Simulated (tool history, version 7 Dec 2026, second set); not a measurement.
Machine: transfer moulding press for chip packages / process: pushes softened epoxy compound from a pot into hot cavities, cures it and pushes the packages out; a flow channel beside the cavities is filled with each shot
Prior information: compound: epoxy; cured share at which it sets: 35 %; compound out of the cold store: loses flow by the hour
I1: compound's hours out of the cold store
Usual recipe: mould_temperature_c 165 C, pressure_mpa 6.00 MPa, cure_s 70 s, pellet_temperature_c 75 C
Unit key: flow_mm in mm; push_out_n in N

{"run": 1, "hour": 0.0, "mould_temperature_c": 165, "pressure_mpa": 6.0, "cure_s": 70, "pellet_temperature_c": 75, "I1": 19.8, "flow_mm": 909, "push_out_n": 516}
{"run": 2, "hour": 31.2, "mould_temperature_c": 165, "pressure_mpa": 6.0, "cure_s": 70, "pellet_temperature_c": 75, "I1": 18.6, "flow_mm": 910, "push_out_n": 777}
{"run": 3, "hour": 55.3, "mould_temperature_c": 159, "pressure_mpa": 6.0, "cure_s": 70, "pellet_temperature_c": 75, "I1": 42.3, "flow_mm": 824, "push_out_n": 1314}
{"run": 4, "hour": 87.0, "mould_temperature_c": 159, "pressure_mpa": 6.0, "cure_s": 70, "pellet_temperature_c": 75, "I1": 27.6, "flow_mm": 872, "push_out_n": 1491}
{"run": 5, "hour": 117.6, "mould_temperature_c": 159, "pressure_mpa": 6.0, "cure_s": 70, "pellet_temperature_c": 75, "I1": 44.8, "flow_mm": 791, "push_out_n": 949}
{"run": 6, "hour": 152.8, "mould_temperature_c": 165, "pressure_mpa": 6.0, "cure_s": 70, "pellet_temperature_c": 67, "I1": 43.3, "flow_mm": 785, "push_out_n": 568}
{"run": 7, "hour": 196.4, "mould_temperature_c": 165, "pressure_mpa": 6.0, "cure_s": 70, "pellet_temperature_c": 67, "I1": 31.4, "flow_mm": 804, "push_out_n": 567}
{"run": 8, "hour": 238.2, "mould_temperature_c": 165, "pressure_mpa": 6.0, "cure_s": 70, "pellet_temperature_c": 67, "I1": 12.6, "flow_mm": 894, "push_out_n": 546}
{"run": 9, "hour": 268.7, "mould_temperature_c": 165, "pressure_mpa": 6.0, "cure_s": 88, "pellet_temperature_c": 75, "I1": 26.2, "flow_mm": 834, "push_out_n": 300}
{"run": 10, "hour": 301.1, "mould_temperature_c": 165, "pressure_mpa": 6.0, "cure_s": 88, "pellet_temperature_c": 75, "I1": 16.0, "flow_mm": 848, "push_out_n": 449}
{"run": 11, "hour": 320.2, "mould_temperature_c": 165, "pressure_mpa": 6.43, "cure_s": 70, "pellet_temperature_c": 75, "I1": 29.1, "flow_mm": 815, "push_out_n": 570}
{"run": 12, "hour": 355.0, "mould_temperature_c": 165, "pressure_mpa": 6.43, "cure_s": 52, "pellet_temperature_c": 75, "I1": 16.0, "flow_mm": 956, "push_out_n": 1689}
{"run": 13, "hour": 382.9, "mould_temperature_c": 165, "pressure_mpa": 4.68, "cure_s": 56, "pellet_temperature_c": 75, "I1": 13.7, "flow_mm": 824, "push_out_n": 1225}
{"run": 14, "hour": 427.0, "mould_temperature_c": 165, "pressure_mpa": 4.68, "cure_s": 56, "pellet_temperature_c": 75, "I1": 36.8, "flow_mm": 724, "push_out_n": 1093}
{"run": 15, "hour": 453.1, "mould_temperature_c": 162, "pressure_mpa": 5.49, "cure_s": 56, "pellet_temperature_c": 68, "I1": 32.5, "flow_mm": 797, "push_out_n": 956}
{"run": 16, "hour": 477.1, "mould_temperature_c": 162, "pressure_mpa": 5.49, "cure_s": 56, "pellet_temperature_c": 68, "I1": 16.0, "flow_mm": 874, "push_out_n": 1445}
{"run": 17, "hour": 515.8, "mould_temperature_c": 165, "pressure_mpa": 5.29, "cure_s": 81, "pellet_temperature_c": 79, "I1": 16.7, "flow_mm": 835, "push_out_n": 421}
{"run": 18, "hour": 541.0, "mould_temperature_c": 165, "pressure_mpa": 5.29, "cure_s": 81, "pellet_temperature_c": 80, "I1": 42.7, "flow_mm": 724, "push_out_n": 503}
{"run": 19, "hour": 563.2, "mould_temperature_c": 165, "pressure_mpa": 6.0, "cure_s": 70, "pellet_temperature_c": 78, "I1": 27.2, "flow_mm": 825, "push_out_n": 610}
{"run": 20, "hour": 584.7, "mould_temperature_c": 165, "pressure_mpa": 6.0, "cure_s": 70, "pellet_temperature_c": 78, "I1": 21.0, "flow_mm": 855, "push_out_n": 777}
{"run": 21, "hour": 627.2, "mould_temperature_c": 168, "pressure_mpa": 6.0, "cure_s": 90, "pellet_temperature_c": 75, "I1": 29.0, "flow_mm": 800, "push_out_n": 365}
{"run": 22, "hour": 660.6, "mould_temperature_c": 165, "pressure_mpa": 5.98, "cure_s": 53, "pellet_temperature_c": 70, "I1": 31.8, "flow_mm": 784, "push_out_n": 1223}
{"run": 23, "hour": 694.9, "mould_temperature_c": 162, "pressure_mpa": 5.98, "cure_s": 74, "pellet_temperature_c": 67, "I1": 35.1, "flow_mm": 774, "push_out_n": 532}
{"run": 24, "hour": 718.3, "mould_temperature_c": 162, "pressure_mpa": 5.98, "cure_s": 74, "pellet_temperature_c": 67, "I1": 9.2, "flow_mm": 990, "push_out_n": 812}

Withheld: 18 entries from between the runs. Position of each, and hidden state at the listed run before versus the listed run after:
Between runs 2 and 3: cavities cleaned with cleaning compound and waxed (hour 45.3)
  true mould temperature over the reading, C: 0.24 -> 0.27; pressure that reaches the compound, % of what is set: 96.37 -> 95.2; grip of the stained cavities, % over clean ones': 68.2 -> 100.1
  measured result minus the result with no hidden state, flow_mm: -18 -> -21 mm; push_out_n: +306 -> +645 N
Between runs 4 and 5: cavities cleaned with cleaning compound and waxed (hour 94.6)
  true mould temperature over the reading, C: 0.3 -> 0.33; pressure that reaches the compound, % of what is set: 93.34 -> 91.72; grip of the stained cavities, % over clean ones': 114.8 -> 52.3
  measured result minus the result with no hidden state, flow_mm: -32 -> -36 mm; push_out_n: +781 -> +313 N
Between runs 5 and 6: cavities cleaned with cleaning compound and waxed (hour 141.0)
  true mould temperature over the reading, C: 0.33 -> 0.36; pressure that reaches the compound, % of what is set: 91.72 -> 89.74; grip of the stained cavities, % over clean ones': 52.3 -> 28.6
  measured result minus the result with no hidden state, flow_mm: -36 -> -45 mm; push_out_n: +313 -> +116 N
Between runs 6 and 7: cavities cleaned with cleaning compound and waxed (hour 187.6)
  true mould temperature over the reading, C: 0.36 -> 0.41; pressure that reaches the compound, % of what is set: 89.74 -> 87.32; grip of the stained cavities, % over clean ones': 28.6 -> 23.5
  measured result minus the result with no hidden state, flow_mm: -45 -> -58 mm; push_out_n: +116 -> +94 N
Between runs 7 and 8: cavities cleaned with cleaning compound and waxed (hour 234.0)
  true mould temperature over the reading, C: 0.41 -> 0.45; pressure that reaches the compound, % of what is set: 87.32 -> 85.27; grip of the stained cavities, % over clean ones': 23.5 -> 11.5
  measured result minus the result with no hidden state, flow_mm: -58 -> -75 mm; push_out_n: +94 -> +39 N
Between runs 8 and 9: cavities cleaned with cleaning compound and waxed, once more (hour 263.2)
  true mould temperature over the reading, C: 0.45 -> 0.48; pressure that reaches the compound, % of what is set: 85.27 -> 83.51; grip of the stained cavities, % over clean ones': 11.5 -> 15.8
  measured result minus the result with no hidden state, flow_mm: -75 -> -80 mm; push_out_n: +39 -> +36 N
Between runs 10 and 11: cavities cleaned with cleaning compound and waxed (hour 309.4)
  true mould temperature over the reading, C: 0.52 -> 0.54; pressure that reaches the compound, % of what is set: 81.43 -> 80.48; grip of the stained cavities, % over clean ones': 74.5 -> 29.7
  measured result minus the result with no hidden state, flow_mm: -94 -> -95 mm; push_out_n: +183 -> +113 N
Between runs 11 and 12: plunger's sealing rings changed (hour 335.9)
  true mould temperature over the reading, C: 0.54 -> 0.58; pressure that reaches the compound, % of what is set: 80.48 -> 98.68; grip of the stained cavities, % over clean ones': 29.7 -> 77.5
  measured result minus the result with no hidden state, flow_mm: -95 -> -9 mm; push_out_n: +113 -> +718 N
Between runs 12 and 13: cavities cleaned with cleaning compound and waxed (hour 360.4)
  true mould temperature over the reading, C: 0.58 -> 0.61; pressure that reaches the compound, % of what is set: 98.68 -> 97.16; grip of the stained cavities, % over clean ones': 77.5 -> 52
  measured result minus the result with no hidden state, flow_mm: -9 -> -14 mm; push_out_n: +718 -> +398 N
Between runs 13 and 14: cavities cleaned with cleaning compound and waxed (hour 406.1)
  true mould temperature over the reading, C: 0.61 -> 0.66; pressure that reaches the compound, % of what is set: 97.16 -> 94.78; grip of the stained cavities, % over clean ones': 52 -> 46
  measured result minus the result with no hidden state, flow_mm: -14 -> -21 mm; push_out_n: +398 -> +319 N
Between runs 14 and 15: cavities cleaned with cleaning compound and waxed (hour 452.7)
  true mould temperature over the reading, C: 0.66 -> 0.68; pressure that reaches the compound, % of what is set: 94.78 -> 93.4; grip of the stained cavities, % over clean ones': 46 -> 3.6
  measured result minus the result with no hidden state, flow_mm: -21 -> -30 mm; push_out_n: +319 -> +10 N
Between runs 16 and 17: mould's thermocouples calibrated (hour 488.8); cavities cleaned with cleaning compound and waxed (hour 500.5)
  true mould temperature over the reading, C: 0.7 -> -0.1; pressure that reaches the compound, % of what is set: 92.12 -> 90.17; grip of the stained cavities, % over clean ones': 51.7 -> 36.5
  measured result minus the result with no hidden state, flow_mm: -39 -> -44 mm; push_out_n: +471 -> +116 N
Between runs 18 and 19: cavities cleaned with cleaning compound and waxed (hour 549.0)
  true mould temperature over the reading, C: -0.08 -> -0.05; pressure that reaches the compound, % of what is set: 88.65 -> 87.57; grip of the stained cavities, % over clean ones': 76 -> 32.4
  measured result minus the result with no hidden state, flow_mm: -45 -> -56 mm; push_out_n: +221 -> +151 N
Between runs 20 and 21: cavities cleaned with cleaning compound and waxed (hour 597.8)
  true mould temperature over the reading, C: -0.03 -> 0.01; pressure that reaches the compound, % of what is set: 86.38 -> 83.92; grip of the stained cavities, % over clean ones': 67.2 -> 61
  measured result minus the result with no hidden state, flow_mm: -65 -> -73 mm; push_out_n: +315 -> +139 N
Between runs 21 and 22: cavities cleaned with cleaning compound and waxed (hour 646.2)
  true mould temperature over the reading, C: 0.01 -> 0.04; pressure that reaches the compound, % of what is set: 83.92 -> 82.15; grip of the stained cavities, % over clean ones': 61 -> 34.2
  measured result minus the result with no hidden state, flow_mm: -73 -> -82 mm; push_out_n: +139 -> +310 N
Between runs 22 and 23: cavities cleaned with cleaning compound and waxed (hour 693.7)
  true mould temperature over the reading, C: 0.04 -> 0.07; pressure that reaches the compound, % of what is set: 82.15 -> 80.24; grip of the stained cavities, % over clean ones': 34.2 -> 6.6
  measured result minus the result with no hidden state, flow_mm: -82 -> -90 mm; push_out_n: +310 -> +31 N
Between runs 23 and 24: plunger's sealing rings changed (hour 711.0)
  true mould temperature over the reading, C: 0.07 -> 0.1; pressure that reaches the compound, % of what is set: 80.24 -> 99.42; grip of the stained cavities, % over clean ones': 6.6 -> 49.6
  measured result minus the result with no hidden state, flow_mm: -90 -> -3 mm; push_out_n: +31 -> +266 N
